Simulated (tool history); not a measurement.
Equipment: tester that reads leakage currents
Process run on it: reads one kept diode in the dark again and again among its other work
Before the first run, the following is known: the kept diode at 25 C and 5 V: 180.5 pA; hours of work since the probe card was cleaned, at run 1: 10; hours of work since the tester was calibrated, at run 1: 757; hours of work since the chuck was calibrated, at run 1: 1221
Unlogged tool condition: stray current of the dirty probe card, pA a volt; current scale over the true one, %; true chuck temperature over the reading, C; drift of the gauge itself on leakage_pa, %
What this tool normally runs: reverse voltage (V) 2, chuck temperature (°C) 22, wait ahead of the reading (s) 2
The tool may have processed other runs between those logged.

run	hour	reverse voltage (V)	chuck temperature (°C)	wait ahead of the reading (s)	hours of work since the probe card was cleaned	hours of work since the tester was calibrated	hours of work since the chuck was calibrated	current that the tester gives (pA)
1	0	2	22	2	10	757	1221	89.17
2	32.3	2	22	2	29	775	1239	88.84
3	63.4	2	22	2	46	793	1257	88.21
4	78.8	2	22	2	55	802	1265	88.38
5	111.2	2	22	0.67	74	820	1284	88.58
6	139.7	2	22	2.4	90	837	1300	88.36
7	171.9	2	22	3.14	108	855	1318	87.99
8	187.5	2	22	3.14	117	864	1327	87.56
9	220.2	2	22	3.14	136	882	1346	88.08
10	234.4	1.04	38	0.41	144	890	1354	222.59
11	253.8	1.04	38	0.41	155	901	1365	220.39
12	278.5	2	24	3.27	169	916	1379	102.36
13	294.4	4.76	28	1.55	178	925	1388	195.28

A few steps of current that the tester gives (pA) between consecutive runs. Split each: what settings, incoming material and random variation would produce without the hidden state, and what is left over for the hidden state, along with gauge scatter present in only one of the two compared results (measured, and without hidden state):
Run 9 -> 10: reverse voltage (V) 2 -> 1.04, chuck temperature (°C) 22 -> 38, wait ahead of the reading (s) 3.14 -> 0.41. current that the tester gives (pA) +134.51: hidden state -16.15, all else +150.66.
